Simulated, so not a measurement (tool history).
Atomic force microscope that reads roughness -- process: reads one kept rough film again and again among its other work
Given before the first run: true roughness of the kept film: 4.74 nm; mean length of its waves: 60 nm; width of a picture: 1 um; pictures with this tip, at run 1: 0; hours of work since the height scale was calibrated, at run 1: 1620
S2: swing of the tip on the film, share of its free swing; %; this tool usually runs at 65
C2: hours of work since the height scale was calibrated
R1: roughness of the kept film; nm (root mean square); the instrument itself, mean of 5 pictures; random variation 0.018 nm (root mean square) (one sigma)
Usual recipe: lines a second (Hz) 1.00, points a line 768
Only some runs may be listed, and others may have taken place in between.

{"run": 1, "hour": 0.0, "lines a second (Hz)": 1.0, "S2": 65, "points a line": 768, "pictures with this tip": 0, "C2": 1620, "R1": 4.374}
{"run": 2, "hour": 32.0, "lines a second (Hz)": 1.0, "S2": 65, "points a line": 768, "pictures with this tip": 75, "C2": 1644, "R1": 4.402}
{"run": 3, "hour": 87.2, "lines a second (Hz)": 1.0, "S2": 65, "points a line": 289, "pictures with this tip": 206, "C2": 1684, "R1": 4.336}
{"run": 4, "hour": 143.0, "lines a second (Hz)": 1.0, "S2": 65, "points a line": 289, "pictures with this tip": 338, "C2": 1725, "R1": 4.353}
{"hour": 170.4, "done": "new tip fitted"}
{"run": 5, "hour": 172.5, "lines a second (Hz)": 1.0, "S2": 65, "points a line": 333, "pictures with this tip": 5, "C2": 1746, "R1": 4.366}
{"run": 6, "hour": 220.3, "lines a second (Hz)": 1.0, "S2": 65, "points a line": 333, "pictures with this tip": 118, "C2": 1781, "R1": 4.396}
{"run": 7, "hour": 257.2, "lines a second (Hz)": 1.0, "S2": 65, "points a line": 333, "pictures with this tip": 205, "C2": 1808, "R1": 4.341}
{"run": 8, "hour": 295.2, "lines a second (Hz)": 1.0, "S2": 66, "points a line": 333, "pictures with this tip": 295, "C2": 1836, "R1": 4.355}
{"run": 9, "hour": 324.3, "lines a second (Hz)": 1.0, "S2": 66, "points a line": 333, "pictures with this tip": 364, "C2": 1857, "R1": 4.375}
{"hour": 340.7, "done": "new tip fitted"}
{"run": 10, "hour": 355.0, "lines a second (Hz)": 1.0, "S2": 81, "points a line": 768, "pictures with this tip": 34, "C2": 1880, "R1": 4.161}
{"run": 11, "hour": 401.6, "lines a second (Hz)": 1.0, "S2": 81, "points a line": 768, "pictures with this tip": 144, "C2": 1914, "R1": 4.163}
{"run": 12, "hour": 432.1, "lines a second (Hz)": 1.0, "S2": 81, "points a line": 768, "pictures with this tip": 216, "C2": 1936, "R1": 4.127}
{"run": 13, "hour": 463.2, "lines a second (Hz)": 1.0, "S2": 81, "points a line": 768, "pictures with this tip": 290, "C2": 1959, "R1": 4.136}
{"run": 14, "hour": 502.0, "lines a second (Hz)": 1.0, "S2": 81, "points a line": 768, "pictures with this tip": 382, "C2": 1987, "R1": 4.157}
{"hour": 510.4, "done": "new tip fitted"}
{"run": 15, "hour": 532.8, "lines a second (Hz)": 1.0, "S2": 81, "points a line": 768, "pictures with this tip": 53, "C2": 2009, "R1": 4.196}
{"run": 16, "hour": 575.4, "lines a second (Hz)": 1.0, "S2": 81, "points a line": 768, "pictures with this tip": 154, "C2": 2041, "R1": 4.129}
{"run": 17, "hour": 601.0, "lines a second (Hz)": 1.0, "S2": 81, "points a line": 768, "pictures with this tip": 214, "C2": 2059, "R1": 4.166}
{"run": 18, "hour": 626.5, "lines a second (Hz)": 1.0, "S2": 63, "points a line": 768, "pictures with this tip": 275, "C2": 2078, "R1": 4.406}
{"run": 19, "hour": 677.1, "lines a second (Hz)": 1.0, "S2": 63, "points a line": 768, "pictures with this tip": 394, "C2": 2115, "R1": 4.407}
{"hour": 681.3, "done": "new tip fitted"}
{"run": 20, "hour": 731.8, "lines a second (Hz)": 1.0, "S2": 63, "points a line": 768, "pictures with this tip": 120, "C2": 2155, "R1": 4.403}
{"run": 21, "hour": 777.4, "lines a second (Hz)": 1.0, "S2": 63, "points a line": 768, "pictures with this tip": 228, "C2": 2188, "R1": 4.393}
{"run": 22, "hour": 800.1, "lines a second (Hz)": 1.0, "S2": 63, "points a line": 768, "pictures with this tip": 282, "C2": 2205, "R1": 4.387}
{"hour": 852.2, "done": "new tip fitted"}
{"run": 23, "hour": 854.9, "lines a second (Hz)": 1.0, "S2": 70, "points a line": 768, "pictures with this tip": 6, "C2": 2245, "R1": 4.34}
{"run": 24, "hour": 901.3, "lines a second (Hz)": 1.0, "S2": 70, "points a line": 768, "pictures with this tip": 116, "C2": 2279, "R1": 4.347}
{"run": 25, "hour": 957.8, "lines a second (Hz)": 3.96, "S2": 78, "points a line": 502, "pictures with this tip": 250, "C2": 2320, "R1": 3.419}
{"run": 26, "hour": 1008.0, "lines a second (Hz)": 3.96, "S2": 67, "points a line": 699, "pictures with this tip": 369, "C2": 2357, "R1": 3.845}
{"hour": 1021.8, "done": "new tip fitted"}
{"run": 27, "hour": 1056.6, "lines a second (Hz)": 1.0, "S2": 88, "points a line": 817, "pictures with this tip": 83, "C2": 2392, "R1": 4.011}
{"run": 28, "hour": 1112.5, "lines a second (Hz)": 1.0, "S2": 88, "points a line": 817, "pictures with this tip": 215, "C2": 2433, "R1": 4.019}
{"run": 29, "hour": 1155.8, "lines a second (Hz)": 1.0, "S2": 88, "points a line": 817, "pictures with this tip": 318, "C2": 2465, "R1": 4.018}
{"hour": 1192.9, "done": "new tip fitted"}
{"run": 30, "hour": 1211.3, "lines a second (Hz)": 3.04, "S2": 76, "points a line": 773, "pictures with this tip": 44, "C2": 2505, "R1": 3.712}
{"run": 31, "hour": 1253.3, "lines a second (Hz)": 1.27, "S2": 67, "points a line": 399, "pictures with this tip": 143, "C2": 2536, "R1": 4.306}
{"run": 32, "hour": 1288.3, "lines a second (Hz)": 1.27, "S2": 67, "points a line": 399, "pictures with this tip": 226, "C2": 2561, "R1": 4.331}
{"run": 33, "hour": 1316.5, "lines a second (Hz)": 2.69, "S2": 67, "points a line": 455, "pictures with this tip": 293, "C2": 2582, "R1": 4.064}
{"hour": 1364.0, "done": "new tip fitted"}
{"run": 34, "hour": 1364.0, "lines a second (Hz)": 1.34, "S2": 69, "points a line": 406, "pictures with this tip": 0, "C2": 2616, "R1": 4.244}
{"run": 35, "hour": 1391.5, "lines a second (Hz)": 1.34, "S2": 69, "points a line": 406, "pictures with this tip": 65, "C2": 2636, "R1": 4.277}
{"run": 36, "hour": 1446.2, "lines a second (Hz)": 1.32, "S2": 69, "points a line": 948, "pictures with this tip": 195, "C2": 2677, "R1": 4.26}
{"hour": 1456.4, "done": "height scale calibrated on a step standard"}
{"run": 37, "hour": 1473.9, "lines a second (Hz)": 1.32, "S2": 69, "points a line": 948, "pictures with this tip": 258, "C2": 13, "R1": 4.262}
{"run": 38, "hour": 1499.9, "lines a second (Hz)": 1.32, "S2": 69, "points a line": 948, "pictures with this tip": 320, "C2": 32, "R1": 4.264}
{"hour": 1533.3, "done": "new tip fitted"}
{"run": 39, "hour": 1534.5, "lines a second (Hz)": 1.32, "S2": 89, "points a line": 958, "pictures with this tip": 2, "C2": 57, "R1": 3.86}
{"run": 40, "hour": 1582.5, "lines a second (Hz)": 1.87, "S2": 65, "points a line": 431, "pictures with this tip": 116, "C2": 92, "R1": 4.263}
{"run": 41, "hour": 1631.5, "lines a second (Hz)": 0.58, "S2": 80, "points a line": 725, "pictures with this tip": 232, "C2": 128, "R1": 4.323}
{"run": 42, "hour": 1671.5, "lines a second (Hz)": 1.35, "S2": 70, "points a line": 725, "pictures with this tip": 327, "C2": 157, "R1": 4.254}
{"hour": 1705.8, "done": "new tip fitted"}
{"run": 43, "hour": 1728.3, "lines a second (Hz)": 1.94, "S2": 76, "points a line": 392, "pictures with this tip": 53, "C2": 198, "R1": 4.008}
{"run": 44, "hour": 1758.0, "lines a second (Hz)": 1.94, "S2": 76, "points a line": 261, "pictures with this tip": 124, "C2": 220, "R1": 3.951}

Branching from run 44: 3 alternative next runs. What would each branch give?
{"run": "A", "hour": 1790.9, "lines a second (Hz)": 0.99, "S2": 90, "points a line": 476, "pictures with this tip": 201, "C2": 244, "R1": "?"}
{"run": "B", "hour": 1790.9, "lines a second (Hz)": 1.0, "S2": 66, "points a line": 768, "pictures with this tip": 201, "C2": 244, "R1": "?"}
{"run": "C", "hour": 1790.9, "lines a second (Hz)": 2.21, "S2": 71, "points a line": 261, "pictures with this tip": 201, "C2": 244, "R1": "?"}

run=A R1=3.957
run=B R1=4.400
run=C R1=4.038
Had the tool no hidden state, the same runs would have come out as:
run=A R1=3.963
run=B R1=4.407
run=C R1=4.045

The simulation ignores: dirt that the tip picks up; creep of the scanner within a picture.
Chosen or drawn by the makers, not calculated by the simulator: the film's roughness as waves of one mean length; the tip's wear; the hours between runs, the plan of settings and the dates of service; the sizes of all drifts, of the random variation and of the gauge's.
